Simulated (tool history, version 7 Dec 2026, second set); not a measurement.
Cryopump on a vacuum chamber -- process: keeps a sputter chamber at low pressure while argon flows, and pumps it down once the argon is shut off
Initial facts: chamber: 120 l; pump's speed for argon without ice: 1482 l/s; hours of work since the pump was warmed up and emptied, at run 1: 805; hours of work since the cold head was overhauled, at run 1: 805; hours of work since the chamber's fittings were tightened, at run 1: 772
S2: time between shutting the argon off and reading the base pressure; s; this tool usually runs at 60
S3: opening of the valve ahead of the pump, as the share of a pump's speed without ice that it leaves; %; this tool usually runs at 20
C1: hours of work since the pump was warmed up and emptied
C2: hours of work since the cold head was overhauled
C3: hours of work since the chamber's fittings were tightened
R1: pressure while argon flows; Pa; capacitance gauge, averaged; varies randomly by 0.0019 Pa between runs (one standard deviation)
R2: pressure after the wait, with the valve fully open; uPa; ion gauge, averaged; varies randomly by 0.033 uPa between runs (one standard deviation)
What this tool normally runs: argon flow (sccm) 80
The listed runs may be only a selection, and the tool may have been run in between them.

Run 1, day 0: usual settings; C1 805; C2 805; C3 772. Result: R1 0.476 Pa, R2 2.92 uPa.
Run 2, day 2.508: usual settings but argon flow (sccm) 147; C1 842; C2 842; C3 809. Result: R1 0.8693 Pa, R2 2.99 uPa.
Run 3, day 4.796: usual settings but argon flow (sccm) 147; C1 876; C2 876; C3 842. Result: R1 0.8761 Pa, R2 2.95 uPa.
Run 4, day 7.142: usual settings but argon flow (sccm) 147, S3 17 %; C1 911; C2 911; C3 877. Result: R1 1.0281 Pa, R2 3.13 uPa.
Run 5, day 9.562: usual settings but argon flow (sccm) 147, S2 78 s, S3 17 %; C1 946; C2 946; C3 913. Result: R1 1.0211 Pa, R2 2.81 uPa.
At day 10.479: pump warmed up, emptied and cooled again.
Run 6, day 10.871: usual settings but argon flow (sccm) 147, S2 78 s, S3 17 %; C1 6; C2 963; C3 929. Result: R1 0.9884 Pa, R2 2.49 uPa.
Run 7, day 13.417: usual settings but S3 16 %; C1 43; C2 1000; C3 967. Result: R1 0.5734 Pa, R2 2.95 uPa.
Run 8, day 14.621: usual settings; C1 61; C2 1018; C3 985. Result: R1 0.4572 Pa, R2 2.96 uPa.
Run 9, day 16.917: usual settings but S2 119 s; C1 95; C2 1052; C3 1019. Result: R1 0.4592 Pa, R2 2.27 uPa.
Run 10, day 18.612: usual settings but S2 119 s; C1 120; C2 1077; C3 1044. Result: R1 0.4588 Pa, R2 2.35 uPa.
Run 11, day 20.9: usual settings but S3 18 %; C1 154; C2 1111; C3 1077. Result: R1 0.5148 Pa, R2 3.02 uPa.
Run 12, day 22.288: usual settings but argon flow (sccm) 112, S2 26 s, S3 34 %; C1 174; C2 1131; C3 1098. Result: R1 0.3816 Pa, R2 5.09 uPa.
Run 13, day 24.654: usual settings but argon flow (sccm) 61, S2 36 s, S3 34 %; C1 209; C2 1166; C3 1133. Result: R1 0.2088 Pa, R2 4.18 uPa.
Run 14, day 27.275: usual settings but argon flow (sccm) 55, S3 45 %; C1 248; C2 1205; C3 1172. Result: R1 0.1427 Pa, R2 3.28 uPa.
Run 15, day 28.583: usual settings but argon flow (sccm) 55, S3 45 %; C1 268; C2 1224; C3 1191. Result: R1 0.1441 Pa, R2 3.29 uPa.
Run 16, day 30.454: usual settings but argon flow (sccm) 123, S2 154 s, S3 17 %; C1 295; C2 1252; C3 1219. Result: R1 0.8386 Pa, R2 2.44 uPa.
Run 17, day 32.588: usual settings but S2 238 s, S3 18 %; C1 327; C2 1284; C3 1250. Result: R1 0.5158 Pa, R2 2.17 uPa.
Run 18, day 33.725: usual settings but S3 32 %; C1 344; C2 1300; C3 1267. Result: R1 0.2922 Pa, R2 3.38 uPa.
Run 19, day 34.854: usual settings but S2 28 s; C1 360; C2 1317; C3 1284. Result: R1 0.4628 Pa, R2 5.05 uPa.

Across each entry between runs, compare the hidden state at the last listed run before it with the hidden state at the first listed run after it:
Between runs 5 and 6: pump warmed up, emptied and cooled again (day 10.479)
  pump's speed, % of a pump's without ice: 81.5 -> 99.4; leak into the chamber, uPa l/s: 1948 -> 1978
  measured less the result without the state, R1: +0.0397 -> +0.0024 Pa; R2: +1.42 -> +1.14 uPa
